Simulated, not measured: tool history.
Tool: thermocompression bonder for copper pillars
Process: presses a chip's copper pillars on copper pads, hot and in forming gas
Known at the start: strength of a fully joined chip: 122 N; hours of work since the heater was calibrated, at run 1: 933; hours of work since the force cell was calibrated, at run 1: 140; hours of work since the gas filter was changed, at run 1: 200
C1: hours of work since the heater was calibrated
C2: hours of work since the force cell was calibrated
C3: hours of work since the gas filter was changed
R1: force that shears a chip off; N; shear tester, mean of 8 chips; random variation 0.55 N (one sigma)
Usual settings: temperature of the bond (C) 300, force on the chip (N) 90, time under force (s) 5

Run 1, hour 0: usual settings; C1 933; C2 140; C3 200. Result: R1 47.5 N.
At hour 67.1: forming gas filter changed.
Run 2, hour 68.9: usual settings but temperature of the bond (C) 274; C1 975; C2 182; C3 1. Result: R1 32.3 N.
Run 3, hour 167.6: usual settings; C1 1036; C2 243; C3 62. Result: R1 50.3 N.
Run 4, hour 265.8: usual settings; C1 1097; C2 304; C3 122. Result: R1 48.4 N.
Run 5, hour 351.5: usual settings; C1 1149; C2 356; C3 175. Result: R1 46.7 N.
Run 6, hour 434.2: usual settings; C1 1200; C2 407; C3 226. Result: R1 46.4 N.
At hour 455.3: forming gas filter changed.
Run 7, hour 512.4: usual settings; C1 1248; C2 455; C3 35. Result: R1 48.3 N.
Run 8, hour 600: usual settings but time under force (s) 6; C1 1302; C2 509; C3 89. Result: R1 51.1 N.
Run 9, hour 677.4: usual settings but time under force (s) 6; C1 1350; C2 557; C3 137. Result: R1 50.8 N.
Run 10, hour 719.1: usual settings but force on the chip (N) 73; C1 1376; C2 583; C3 162. Result: R1 41 N.
At hour 730.6: heater calibrated with a thermocouple chip.
Run 11, hour 791.6: usual settings but force on the chip (N) 73; C1 38; C2 626; C3 206. Result: R1 39.4 N.
At hour 844.6: forming gas filter changed.
Run 12, hour 886.6: usual settings but force on the chip (N) 73; C1 96; C2 684; C3 26. Result: R1 40.2 N.
Run 13, hour 966.1: usual settings but force on the chip (N) 73; C1 145; C2 733; C3 75. Result: R1 39 N.
At hour 1043.1: heater calibrated with a thermocouple chip, once more.
Run 14, hour 1069.3: usual settings but force on the chip (N) 73; C1 16; C2 796; C3 137. Result: R1 49.3 N.
Run 15, hour 1166.6: usual settings but force on the chip (N) 73; C1 76; C2 856; C3 197. Result: R1 47.5 N.
At hour 1234.7: forming gas filter changed.
Run 16, hour 1265.4: usual settings but time under force (s) 13; C1 137; C2 916; C3 19. Result: R1 77.5 N.
Run 17, hour 1329.7: usual settings but temperature of the bond (C) 277, force on the chip (N) 131, time under force (s) 4; C1 176; C2 956; C3 59. Result: R1 46.6 N.
Run 18, hour 1397.4: usual settings but temperature of the bond (C) 278, force on the chip (N) 91, time under force (s) 4; C1 218; C2 998; C3 100. Result: R1 35.9 N.
Run 19, hour 1486.1: usual settings but temperature of the bond (C) 278, force on the chip (N) 91, time under force (s) 4; C1 273; C2 1052; C3 155. Result: R1 35.4 N.
Run 20, hour 1556.4: usual settings but temperature of the bond (C) 278, force on the chip (N) 91, time under force (s) 4; C1 316; C2 1096; C3 198. Result: R1 34 N.
At hour 1623.8: forming gas filter changed.
Run 21, hour 1646.6: usual settings but time under force (s) 3; C1 371; C2 1151; C3 14. Result: R1 45.8 N.
At hour 1672.6: force cell calibrated.
Run 22, hour 1704.6: usual settings but temperature of the bond (C) 309, force on the chip (N) 55, time under force (s) 7; C1 406; C2 20; C3 49. Result: R1 49.2 N.
Run 23, hour 1752.8: usual settings but temperature of the bond (C) 309, force on the chip (N) 88, time under force (s) 7; C1 436; C2 49; C3 79. Result: R1 65.6 N.

Forecast each of these 3 alternatives for the next run:
Run A, hour 1801.3: usual settings but temperature of the bond (C) 321, force on the chip (N) 88, time under force (s) 7; C1 466; C2 79; C3 108. Result: R1 ?.
Run B, hour 1801.3: usual settings but temperature of the bond (C) 281, force on the chip (N) 62, time under force (s) 9; C1 466; C2 79; C3 108. Result: R1 ?.
Run C, hour 1801.3: usual settings but time under force (s) 7; C1 466; C2 79; C3 108. Result: R1 ?.

run    R1
  A  73.3
  B  36.8
  C  56.7
Without the tool's hidden state the same runs would have given:
run    R1
  A  79.5
  B  41.1
  C  62.4
